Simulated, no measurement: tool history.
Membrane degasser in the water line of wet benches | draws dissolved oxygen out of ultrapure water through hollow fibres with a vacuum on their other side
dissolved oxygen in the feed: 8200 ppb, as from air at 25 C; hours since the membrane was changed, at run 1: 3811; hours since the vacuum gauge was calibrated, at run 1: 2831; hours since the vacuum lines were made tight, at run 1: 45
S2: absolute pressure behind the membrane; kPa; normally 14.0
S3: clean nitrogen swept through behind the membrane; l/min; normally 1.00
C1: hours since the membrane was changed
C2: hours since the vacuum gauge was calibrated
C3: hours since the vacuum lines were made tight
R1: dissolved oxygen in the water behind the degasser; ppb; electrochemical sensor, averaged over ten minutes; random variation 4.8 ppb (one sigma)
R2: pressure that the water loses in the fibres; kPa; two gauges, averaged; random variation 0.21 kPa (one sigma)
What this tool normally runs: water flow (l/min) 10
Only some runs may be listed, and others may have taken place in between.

Run 1, hour 0.0: usual settings; C1 3811; C2 2831; C3 45. Result: R1 513.5 ppb, R2 52.63 kPa.
Run 2, hour 244.6: usual settings but S2 13.3 kPa; C1 4055; C2 3076; C3 289. Result: R1 493.7 ppb, R2 52.99 kPa.
Run 3, hour 448.2: usual settings but S3 0.69 l/min; C1 4259; C2 3279; C3 493. Result: R1 601.5 ppb, R2 52.94 kPa.
Run 4, hour 717.1: usual settings but S3 0.69 l/min; C1 4528; C2 3548; C3 762. Result: R1 616.1 ppb, R2 53.07 kPa.
Run 5, hour 871.1: usual settings but S3 0.69 l/min; C1 4682; C2 3702; C3 916. Result: R1 609.9 ppb, R2 53.51 kPa.
Run 6, hour 992.8: usual settings but S3 2.09 l/min; C1 4803; C2 3824; C3 1038. Result: R1 402.5 ppb, R2 53.23 kPa.
Run 7, hour 1106.6: usual settings but S3 2.09 l/min; C1 4917; C2 3938; C3 1151. Result: R1 399.1 ppb, R2 53.05 kPa.
Run 8, hour 1220.1: usual settings but S3 2.09 l/min; C1 5031; C2 4051; C3 1265. Result: R1 409.0 ppb, R2 53.44 kPa.
Run 9, hour 1476.0: usual settings but S3 2.09 l/min; C1 5286; C2 4307; C3 1521. Result: R1 404.2 ppb, R2 53.52 kPa.
Run 10, hour 1685.1: usual settings; C1 5496; C2 4516; C3 1730. Result: R1 534.5 ppb, R2 53.54 kPa.
Run 11, hour 1903.2: usual settings; C1 5714; C2 4734; C3 1948. Result: R1 528.8 ppb, R2 53.71 kPa.
Run 12, hour 2180.9: usual settings but S2 30.5 kPa; C1 5991; C2 5012; C3 2226. Result: R1 855.6 ppb, R2 54.07 kPa.
Run 13, hour 2345.5: usual settings but S2 30.5 kPa; C1 6156; C2 5177; C3 2390. Result: R1 882.9 ppb, R2 54.07 kPa.
Run 14, hour 2517.5: usual settings but S2 30.5 kPa; C1 6328; C2 5349; C3 2562. Result: R1 878.3 ppb, R2 53.80 kPa.
Run 15, hour 2733.2: usual settings but water flow (l/min) 6; C1 6544; C2 5564; C3 2778. Result: R1 206.9 ppb, R2 32.66 kPa.
Run 16, hour 2900.7: usual settings but water flow (l/min) 6, S3 1.37 l/min; C1 6711; C2 5732; C3 2945. Result: R1 165.2 ppb, R2 32.45 kPa.
At hour 2915.9: vacuum gauge calibrated.
Run 17, hour 3137.0: usual settings but water flow (l/min) 8, S2 20.3 kPa, S3 0.94 l/min; C1 6947; C2 221; C3 3181. Result: R1 477.9 ppb, R2 43.63 kPa.
Run 18, hour 3277.1: usual settings but water flow (l/min) 9; C1 7087; C2 361; C3 3321. Result: R1 441.7 ppb, R2 49.36 kPa.
At hour 3483.0: seals of the vacuum lines changed.
Run 19, hour 3521.1: usual settings but water flow (l/min) 9; C1 7329; C2 603; C3 38. Result: R1 440.3 ppb, R2 49.21 kPa.
Run 20, hour 3697.8: usual settings but water flow (l/min) 12; C1 7506; C2 780; C3 215. Result: R1 770.9 ppb, R2 66.19 kPa.
Run 21, hour 3899.0: usual settings but water flow (l/min) 12; C1 7707; C2 981; C3 416. Result: R1 763.8 ppb, R2 65.88 kPa.
Run 22, hour 4032.7: usual settings but S2 11.0 kPa, S3 2.98 l/min; C1 7841; C2 1115; C3 550. Result: R1 378.4 ppb, R2 54.88 kPa.
Run 23, hour 4150.2: usual settings but S3 0.45 l/min; C1 7958; C2 1232; C3 667. Result: R1 787.0 ppb, R2 54.91 kPa.
Run 24, hour 4285.3: usual settings but water flow (l/min) 7, S2 33.5 kPa, S3 0.53 l/min; C1 8093; C2 1367; C3 802. Result: R1 930.0 ppb, R2 38.54 kPa.
Run 25, hour 4402.4: usual settings but S3 0.76 l/min; C1 8210; C2 1484; C3 919. Result: R1 621.1 ppb, R2 55.17 kPa.
Run 26, hour 4548.8: usual settings but S3 0.76 l/min; C1 8357; C2 1631; C3 1066. Result: R1 620.2 ppb, R2 55.28 kPa.
Run 27, hour 4719.5: usual settings but water flow (l/min) 9, S2 12.4 kPa, S3 2.91 l/min; C1 8528; C2 1802; C3 1236. Result: R1 297.4 ppb, R2 49.81 kPa.
Run 28, hour 4963.4: usual settings but water flow (l/min) 9, S2 12.4 kPa, S3 2.91 l/min; C1 8771; C2 2046; C3 1480. Result: R1 304.3 ppb, R2 50.49 kPa.
Run 29, hour 5176.5: usual settings but water flow (l/min) 11, S2 13.4 kPa, S3 0.85 l/min; C1 8985; C2 2259; C3 1693. Result: R1 696.6 ppb, R2 60.63 kPa.

Branching from run 29: 3 alternative next runs. What would each branch give?
Run A, hour 5340.0: usual settings but water flow (l/min) 7, S2 13.4 kPa, S3 0.85 l/min; C1 9148; C2 2422; C3 1857. Result: R1 ?, R2 ?.
Run B, hour 5340.0: usual settings but water flow (l/min) 11, S2 13.4 kPa, S3 1.49 l/min; C1 9148; C2 2422; C3 1857. Result: R1 ?, R2 ?.
Run C, hour 5340.0: usual settings but water flow (l/min) 13, S2 10.3 kPa, S3 1.82 l/min; C1 9148; C2 2422; C3 1857. Result: R1 ?, R2 ?.

run     R1     R2
  A  297.4  38.72
  B  585.8  61.71
  C  742.4  72.53
What these runs would have given with no unlogged condition in the tool:
run     R1     R2
  A  256.9  35.16
  B  477.2  56.08
  C  599.4  65.91

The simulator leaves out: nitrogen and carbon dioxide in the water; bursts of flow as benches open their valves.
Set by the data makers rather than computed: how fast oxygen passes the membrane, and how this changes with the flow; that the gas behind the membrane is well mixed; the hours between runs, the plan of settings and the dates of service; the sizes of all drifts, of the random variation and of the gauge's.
